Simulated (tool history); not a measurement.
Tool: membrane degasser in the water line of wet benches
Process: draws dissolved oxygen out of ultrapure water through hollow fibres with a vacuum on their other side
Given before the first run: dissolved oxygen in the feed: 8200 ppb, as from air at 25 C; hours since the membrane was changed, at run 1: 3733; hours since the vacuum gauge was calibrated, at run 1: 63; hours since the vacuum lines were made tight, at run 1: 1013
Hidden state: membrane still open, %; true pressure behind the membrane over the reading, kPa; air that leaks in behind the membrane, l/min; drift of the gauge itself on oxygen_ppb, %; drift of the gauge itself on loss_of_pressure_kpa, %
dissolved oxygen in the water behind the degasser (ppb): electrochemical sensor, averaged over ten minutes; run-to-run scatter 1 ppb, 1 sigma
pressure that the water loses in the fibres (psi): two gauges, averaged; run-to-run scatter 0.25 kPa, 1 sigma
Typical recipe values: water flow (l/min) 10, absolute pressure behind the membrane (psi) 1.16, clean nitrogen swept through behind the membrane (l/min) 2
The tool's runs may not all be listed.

run	hour	water flow (l/min)	absolute pressure behind the membrane (psi)	clean nitrogen swept through behind the membrane (l/min)	hours since the membrane was changed	hours since the vacuum gauge was calibrated	hours since the vacuum lines were made tight	dissolved oxygen in the water behind the degasser (ppb)	pressure that the water loses in the fibres (psi)
1	0	10	1.16	2	3733	63	1013	104	9.905
2	216.5	10	1.16	2	3950	280	1230	102.9	9.919
3	345.8	10	1.16	2	4079	409	1359	104.4	9.992
4	492.9	13	1.16	2	4226	556	1506	188.4	12.903
5	737.6	13	1.16	2	4471	801	1751	190.4	12.943
6	957.3	13	1.16	2	4691	1021	1971	188.9	12.94
7	1167.3	10	0.96	2	4901	1231	2181	93.6	10.032
8	1352.4	10	0.96	2	5086	1416	2366	92.4	10.031
9	1476.3	15	1.871	0.91	5210	1540	2490	530.2	14.93
10	1593.8	8	1.871	1.48	5327	1657	2607	153.7	8.061
11	1747	12	0.808	0.87	5480	1811	2760	172.3	12.058
12	1968.1	12	0.808	0.87	5701	2032	2981	174.6	11.993
13	2076.2	12	0.808	0.87	5809	2140	3090	175.6	12.019
14	2248.4	12	0.808	0.87	5982	2312	3262	176.9	12.112
15	2496.3	10	1.056	3.42	6230	2560	3510	83	10.131
16	2741.1	9	2.408	0.91	6474	2805	3754	361	9.137

Branching from run 16: 4 alternative next runs. What would each branch give?
A	2848	7	1.977	0.91	6581	2912	3861	?	?
B	2848	15	1.933	0.93	6581	2912	3861	?	?
C	2848	14	1.16	2.6	6581	2912	3861	?	?
D	2848	6	2.408	0.91	6581	2912	3861	?	?

run	dissolved oxygen in the water behind the degasser (ppb)	pressure that the water loses in the fibres (psi)
A	218.6	7.146
B	562.8	15.14
C	223.1	14.144
D	238	6.073
Stripped of hidden state, with their random variation kept, the same runs would have yielded:
run	dissolved oxygen in the water behind the degasser (ppb)	pressure that the water loses in the fibres (psi)
A	195.4	6.754
B	508.3	14.302
C	185	13.359
D	212.1	5.736

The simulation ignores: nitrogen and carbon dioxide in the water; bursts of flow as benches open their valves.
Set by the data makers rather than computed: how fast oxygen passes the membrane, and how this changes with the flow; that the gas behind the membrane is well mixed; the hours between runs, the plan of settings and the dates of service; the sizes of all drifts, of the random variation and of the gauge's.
